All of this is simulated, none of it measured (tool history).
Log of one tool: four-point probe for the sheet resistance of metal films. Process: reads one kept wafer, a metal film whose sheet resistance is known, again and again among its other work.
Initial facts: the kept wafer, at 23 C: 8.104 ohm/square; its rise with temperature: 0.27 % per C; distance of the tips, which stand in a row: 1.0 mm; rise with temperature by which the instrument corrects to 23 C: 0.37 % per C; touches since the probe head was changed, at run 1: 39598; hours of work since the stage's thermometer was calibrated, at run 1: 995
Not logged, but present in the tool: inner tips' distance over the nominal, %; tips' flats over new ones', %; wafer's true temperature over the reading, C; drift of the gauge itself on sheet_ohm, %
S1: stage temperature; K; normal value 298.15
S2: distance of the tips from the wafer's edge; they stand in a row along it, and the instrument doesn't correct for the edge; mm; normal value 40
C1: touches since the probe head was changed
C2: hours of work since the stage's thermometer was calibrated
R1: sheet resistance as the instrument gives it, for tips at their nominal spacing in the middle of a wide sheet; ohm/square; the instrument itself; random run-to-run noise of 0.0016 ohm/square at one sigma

| run | hour | S1 | S2 | C1 | C2 | R1 |
|---|---|---|---|---|---|---|
| 1 | 0 | 298.15 | 40 | 39598 | 995 | 8.090865 |
| 2 | 48 | 298.15 | 40 | 41116 | 1014 | 8.092993 |
| 3 | 85 | 298.15 | 40 | 42284 | 1029 | 8.085598 |
| 4 | 128.2 | 298.15 | 40 | 43650 | 1046 | 8.08964 |
| 5 | 170.5 | 298.15 | 40 | 44988 | 1063 | 8.089786 |
| 6 | 191.6 | 298.15 | 40 | 45654 | 1071 | 8.090833 |
| 7 | 215.5 | 298.15 | 40 | 46409 | 1081 | 8.087551 |
| 8 | 256.1 | 307.15 | 40 | 47693 | 1097 | 8.017759 |
| 9 | 279.3 | 307.15 | 40 | 48426 | 1106 | 8.020614 |
| 10 | 305.2 | 307.15 | 40 | 49242 | 1117 | 8.02044 |
| 11 | 351.8 | 307.15 | 40 | 50717 | 1135 | 8.017703 |
| 12 | 386.4 | 307.15 | 40 | 51811 | 1149 | 8.019885 |
| 13 | 416.7 | 307.15 | 40 | 52766 | 1161 | 8.020034 |
| 14 | 455.4 | 298.15 | 40 | 53991 | 1177 | 8.088306 |
| 15 | 487.2 | 306.15 | 40 | 54994 | 1190 | 8.030317 |
| 16 | 525.7 | 306.15 | 40 | 56214 | 1205 | 8.026338 |
|  | 538.1 | stage's thermometer calibrated |
| 17 | 558 | 306.15 | 40 | 57218 | 8 | 8.02843 |
| 18 | 599.9 | 308.15 | 40 | 58542 | 25 | 8.011814 |
| 19 | 630.9 | 308.15 | 40 | 59522 | 37 | 8.013002 |
| 20 | 675.5 | 308.15 | 40 | 60932 | 55 | 8.014032 |
| 21 | 696.7 | 308.15 | 40 | 61603 | 64 | 8.011932 |
| 22 | 725.4 | 308.15 | 40 | 62510 | 75 | 8.012358 |
| 23 | 775.2 | 296.15 | 6 | 64081 | 95 | 8.22402 |
| 24 | 815.6 | 304.15 | 18 | 65358 | 111 | 8.053409 |
| 25 | 836.4 | 305.15 | 9 | 66017 | 119 | 8.085673 |
| 26 | 869.8 | 299.15 | 6 | 67073 | 133 | 8.197572 |
| 27 | 902.1 | 293.15 | 10 | 68092 | 146 | 8.170849 |
| 28 | 928.8 | 293.15 | 10 | 68936 | 156 | 8.166311 |
| 29 | 978.8 | 299.15 | 40 | 70519 | 176 | 8.082864 |
| 30 | 1005.7 | 296.15 | 5 | 71367 | 187 | 8.274822 |
| 31 | 1037.1 | 302.15 | 39 | 72361 | 200 | 8.055363 |
| 32 | 1073.3 | 298.15 | 67 | 73502 | 214 | 8.088631 |
| 33 | 1109.9 | 298.15 | 67 | 74659 | 229 | 8.085506 |
| 34 | 1145.5 | 298.15 | 67 | 75784 | 243 | 8.086414 |
| 35 | 1175.9 | 292.15 | 19 | 76746 | 255 | 8.150296 |
| 36 | 1208.2 | 292.15 | 15 | 77767 | 268 | 8.15676 |
| 37 | 1232.3 | 298.15 | 40 | 78529 | 278 | 8.087645 |
| 38 | 1277 | 298.15 | 40 | 79942 | 296 | 8.092811 |
| 39 | 1326.3 | 298.15 | 40 | 81501 | 315 | 8.087604 |
| 40 | 1362.8 | 298.15 | 40 | 82653 | 330 | 8.090346 |
| 41 | 1408.5 | 294.15 | 3 | 84098 | 348 | 8.57452 |
| 42 | 1441.4 | 294.15 | 3 | 85138 | 361 | 8.573464 |
| 43 | 1491.1 | 298.15 | 49 | 86707 | 381 | 8.08671 |
| 44 | 1542.3 | 296.15 | 49 | 88325 | 402 | 8.101785 |

Entry by entry between the runs, the difference in hidden state between the last listed run before and the first listed run after:
Logged between run 16 and run 17: stage's thermometer calibrated (hour 538.1)
  wafer's true temperature over the reading, C: -0.01 -> 0
